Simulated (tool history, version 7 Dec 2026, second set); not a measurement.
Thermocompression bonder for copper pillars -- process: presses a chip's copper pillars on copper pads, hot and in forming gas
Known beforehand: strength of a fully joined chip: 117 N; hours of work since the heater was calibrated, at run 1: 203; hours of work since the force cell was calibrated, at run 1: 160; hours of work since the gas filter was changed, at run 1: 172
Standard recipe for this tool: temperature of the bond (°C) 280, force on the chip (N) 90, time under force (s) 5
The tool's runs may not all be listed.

| run | hour | temperature of the bond (°C) | force on the chip (N) | time under force (s) | hours of work since the heater was calibrated | hours of work since the force cell was calibrated | hours of work since the gas filter was changed | force that shears a chip off (N) |
|---|---|---|---|---|---|---|---|---|
| 1 | 0 | 280 | 90 | 5 | 203 | 160 | 172 | 72.6 |
| 2 | 8.7 | 280 | 90 | 5 | 207 | 163 | 176 | 72.6 |
| 3 | 17.2 | 280 | 61 | 5 | 210 | 167 | 179 | 50.7 |
| 4 | 25.4 | 280 | 90 | 5 | 213 | 170 | 182 | 72.4 |
| 5 | 30.4 | 280 | 90 | 5 | 215 | 172 | 184 | 71.5 |
| 6 | 38.6 | 280 | 90 | 5 | 219 | 175 | 188 | 72.9 |
| 7 | 44.9 | 280 | 90 | 5 | 221 | 178 | 190 | 73.1 |
| 8 | 55.1 | 280 | 126 | 5 | 225 | 182 | 194 | 90.7 |
| 9 | 62.2 | 280 | 126 | 5 | 228 | 185 | 197 | 90.7 |
| 10 | 67.6 | 280 | 108 | 5 | 230 | 187 | 199 | 82.7 |
| 11 | 75.9 | 267 | 83 | 10 | 234 | 190 | 203 | 75.1 |
| 12 | 80.9 | 277 | 81 | 3 | 236 | 192 | 205 | 54 |
| 13 | 88.2 | 256 | 101 | 4 | 239 | 195 | 208 | 61.5 |
| 14 | 97.4 | 256 | 101 | 4 | 242 | 199 | 211 | 60.9 |
| 15 | 105.8 | 256 | 101 | 4 | 246 | 202 | 215 | 60.5 |
| 16 | 111 | 263 | 90 | 5 | 248 | 204 | 217 | 63.5 |
| 17 | 115.8 | 280 | 90 | 14 | 250 | 206 | 219 | 92.7 |
| 18 | 122.5 | 280 | 90 | 11 | 252 | 209 | 221 | 87.5 |

Difference, measured minus no-hidden-state, one row per run. Run-to-run variation is common to both terms; the gauge's own scatter need not be:
Hidden conditions of the tool in this case: true temperature of the bond over the reading, C; force that reaches the chip, % of what is set; oxide that the forming gas leaves, % of the face; drift of the gauge itself on shear_n, %.
| run | force that shears a chip off (N) |
|---|---|
| 1 | -2.7 |
| 2 | -2.9 |
| 3 | -2.1 |
| 4 | -2.9 |
| 5 | -2.9 |
| 6 | -3.1 |
| 7 | -3.1 |
| 8 | -3.6 |
| 9 | -3.7 |
| 10 | -3.5 |
| 11 | -3.4 |
| 12 | -2.7 |
| 13 | -3.1 |
| 14 | -3.1 |
| 15 | -3.2 |
| 16 | -3.2 |
| 17 | -4 |
| 18 | -4.1 |
